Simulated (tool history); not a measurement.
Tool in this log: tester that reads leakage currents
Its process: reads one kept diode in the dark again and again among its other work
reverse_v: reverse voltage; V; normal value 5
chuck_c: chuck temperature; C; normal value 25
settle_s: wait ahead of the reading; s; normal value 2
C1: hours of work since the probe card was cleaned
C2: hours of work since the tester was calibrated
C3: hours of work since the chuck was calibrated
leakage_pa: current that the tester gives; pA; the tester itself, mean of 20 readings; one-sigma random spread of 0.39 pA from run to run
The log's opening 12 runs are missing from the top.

{"run": 13, "day": 23.0, "reverse_v": 1.76, "chuck_c": 25, "settle_s": 2, "C1": 2165, "C2": 271, "C3": 547, "leakage_pa": 80.69}
{"run": 14, "day": 25.471, "reverse_v": 5, "chuck_c": 25, "settle_s": 2, "C1": 2192, "C2": 298, "C3": 575, "leakage_pa": 136.43}
{"run": 15, "day": 28.012, "reverse_v": 12.98, "chuck_c": 25, "settle_s": 2, "C1": 2220, "C2": 326, "C3": 603, "leakage_pa": 224.05}
{"run": 16, "day": 29.171, "reverse_v": 5, "chuck_c": 25, "settle_s": 2, "C1": 2233, "C2": 339, "C3": 615, "leakage_pa": 137.12}
{"run": 17, "day": 30.854, "reverse_v": 5, "chuck_c": 25, "settle_s": 2, "C1": 2251, "C2": 358, "C3": 634, "leakage_pa": 137.66}
{"run": 18, "day": 32.708, "reverse_v": 5, "chuck_c": 25, "settle_s": 2.67, "C1": 2272, "C2": 378, "C3": 654, "leakage_pa": 137.03}
{"run": 19, "day": 34.271, "reverse_v": 3.11, "chuck_c": 25, "settle_s": 0.5, "C1": 2289, "C2": 395, "C3": 672, "leakage_pa": 108.85}
{"run": 20, "day": 35.988, "reverse_v": 5, "chuck_c": 25, "settle_s": 2.49, "C1": 2308, "C2": 414, "C3": 691, "leakage_pa": 137.51}
{"day": 36.25, "done": "tester calibrated"}
{"run": 21, "day": 38.646, "reverse_v": 14.76, "chuck_c": 25, "settle_s": 0.37, "C1": 2336, "C2": 26, "C3": 719, "leakage_pa": 244.92}
{"run": 22, "day": 40.792, "reverse_v": 4.13, "chuck_c": 47, "settle_s": 0.33, "C1": 2360, "C2": 50, "C3": 743, "leakage_pa": 765.11}
{"run": 23, "day": 41.925, "reverse_v": 8.87, "chuck_c": 59, "settle_s": 9.12, "C1": 2373, "C2": 63, "C3": 755, "leakage_pa": 2703.36}

Run 24, settings as shown, results not yet in. Your forecast:
{"run": 24, "day": 44.567, "reverse_v": 19.23, "chuck_c": 25, "settle_s": 3.92, "C1": 2402, "C2": 92, "C3": 784, "leakage_pa": "?"}

{"run 24": {"leakage_pa": 277.3}}
If the tool had no hidden condition, the same run with the same run-to-run variation would have returned leakage_pa 250.3 pA.

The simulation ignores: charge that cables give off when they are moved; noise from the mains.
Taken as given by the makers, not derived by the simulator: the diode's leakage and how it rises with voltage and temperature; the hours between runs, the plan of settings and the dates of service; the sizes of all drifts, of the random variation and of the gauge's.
